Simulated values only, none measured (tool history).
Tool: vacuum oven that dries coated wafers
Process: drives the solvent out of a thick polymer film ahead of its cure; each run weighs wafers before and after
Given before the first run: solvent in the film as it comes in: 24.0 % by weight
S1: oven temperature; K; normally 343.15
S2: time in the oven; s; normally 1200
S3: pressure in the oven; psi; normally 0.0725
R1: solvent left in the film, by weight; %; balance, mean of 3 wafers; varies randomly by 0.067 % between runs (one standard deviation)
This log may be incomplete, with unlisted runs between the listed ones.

Run 1, hour 0: usual settings. Result: R1 4.4 %.
Run 2, hour 28.7: usual settings. Result: R1 4.31 %.
Run 3, hour 53.7: usual settings but S3 0.1085 psi. Result: R1 4.49 %.
Run 4, hour 81.2: usual settings but S3 0.1085 psi. Result: R1 4.45 %.
Run 5, hour 94.7: usual settings. Result: R1 4.35 %.
Run 6, hour 126.3: usual settings but S3 0.1215 psi. Result: R1 4.57 %.
Run 7, hour 146.6: usual settings. Result: R1 4.29 %.
Run 8, hour 172.4: usual settings. Result: R1 4.2 %.
Run 9, hour 192.3: usual settings. Result: R1 4.27 %.
At hour 196.8: vacuum gauge cleaned of residue and calibrated.
Run 10, hour 219: usual settings but S1 329.15 K. Result: R1 10.75 %.
Run 11, hour 247.6: usual settings but S1 329.15 K. Result: R1 10.56 %.
Run 12, hour 269.9: usual settings but S1 357.15 K. Result: R1 0.56 %.
Run 13, hour 296.5: usual settings but S1 357.15 K. Result: R1 0.63 %.
Run 14, hour 315.2: usual settings. Result: R1 4.04 %.
Run 15, hour 329.3: usual settings but S1 357.15 K. Result: R1 0.6 %.
Run 16, hour 348.1: usual settings but S1 357.15 K. Result: R1 0.53 %.
Run 17, hour 369.7: usual settings. Result: R1 4.12 %.
Run 18, hour 384.4: usual settings. Result: R1 4.01 %.
Run 19, hour 397.5: usual settings but S1 336.15 K. Result: R1 7.16 %.
Run 20, hour 425.3: usual settings but S1 331.15 K, S2 2040 s, S3 0.2505 psi. Result: R1 7.17 %.
Run 21, hour 439.5: usual settings but S2 1020 s, S3 0.0818 psi. Result: R1 5.04 %.
Run 22, hour 456.3: usual settings but S2 1020 s, S3 0.0818 psi. Result: R1 5.15 %.
Run 23, hour 478.9: usual settings but S1 338.15 K, S3 0.1366 psi. Result: R1 6.58 %.
Run 24, hour 499.2: usual settings but S1 331.15 K, S3 0.1231 psi. Result: R1 9.86 %.
Run 25, hour 528: usual settings but S1 332.15 K, S2 660 s, S3 0.1439 psi. Result: R1 13.08 %.
Run 26, hour 549.1: usual settings but S1 332.15 K, S2 660 s, S3 0.1439 psi. Result: R1 13.16 %.
Run 27, hour 573.9: usual settings but S1 334.15 K, S2 1620 s, S3 0.0967 psi. Result: R1 6.32 %.
Run 28, hour 590.7: usual settings but S1 334.15 K, S2 1620 s, S3 0.0967 psi. Result: R1 6.09 %.
Run 29, hour 612.6: usual settings but S1 338.15 K, S2 1020 s, S3 0.0458 psi. Result: R1 7.23 %.
Run 30, hour 626.6: usual settings but S1 335.15 K, S3 0.1268 psi. Result: R1 7.99 %.

What will run 31 give?
Run 31, hour 652.9: usual settings but S1 335.15 K, S3 0.1188 psi. Result: R1 ?.

R1: 7.89 %
Without the tool's hidden state the same run would have given R1 8.42 %.

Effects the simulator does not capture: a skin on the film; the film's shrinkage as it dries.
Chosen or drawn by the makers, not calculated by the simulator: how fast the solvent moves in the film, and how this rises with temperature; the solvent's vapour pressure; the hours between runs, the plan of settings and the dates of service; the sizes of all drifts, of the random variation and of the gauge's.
